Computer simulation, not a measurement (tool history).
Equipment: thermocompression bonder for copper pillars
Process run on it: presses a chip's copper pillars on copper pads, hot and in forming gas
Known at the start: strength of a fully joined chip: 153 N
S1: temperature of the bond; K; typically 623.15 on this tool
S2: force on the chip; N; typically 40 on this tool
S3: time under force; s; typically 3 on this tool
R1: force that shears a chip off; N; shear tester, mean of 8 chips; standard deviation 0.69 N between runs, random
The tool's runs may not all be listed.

run   hour      S1  S2  S3    R1
  1    0.0  623.15  40   3  80.4
  2   17.0  623.15  40   3  80.3
  3   43.1  623.15  40   3  80.1
  4   62.2  623.15  40   3  79.7
  5   89.5  623.15  40   3  80.0
  6  108.3  623.15  40   3  78.6
  7  129.5  623.15  40   3  78.9
  8  144.8  623.15  40   2  69.4
  9  171.8  623.15  40   3  79.6
 10  190.6  623.15  40   3  80.4
 11  202.6  623.15  40   3  79.9
 12  214.4  623.15  40   3  79.6
 13  230.5  623.15  40   3  78.3
 14  244.9  633.15  40   3  83.0
 15  256.0  633.15  30   5  79.8
 16  268.5  602.15  31   5  67.3
 17  294.4  623.15  38   5  89.4
 18  312.3  623.15  40   6  97.8
 19  337.1  635.15  40   2  73.5
 20  348.3  611.15  43   2  66.7
 21  366.2  611.15  43   7  99.6
     382.8  -- forming gas filter changed
 22  384.4  599.15  35   2  52.2
 23  405.3  599.15  35   2  51.4
 24  420.6  599.15  35   2  52.4

Branching from run 24: 3 alternative next runs. What would each branch give?
  A  444.8  599.15  35   3   ?
  B  444.8  610.15  35   2   ?
  C  444.8  613.15  47   4   ?

run    R1
  A  62.2
  B  57.2
  C  93.8
Without the tool's unlogged condition, the same runs would have read:
run    R1
  A  61.8
  B  56.9
  C  93.6
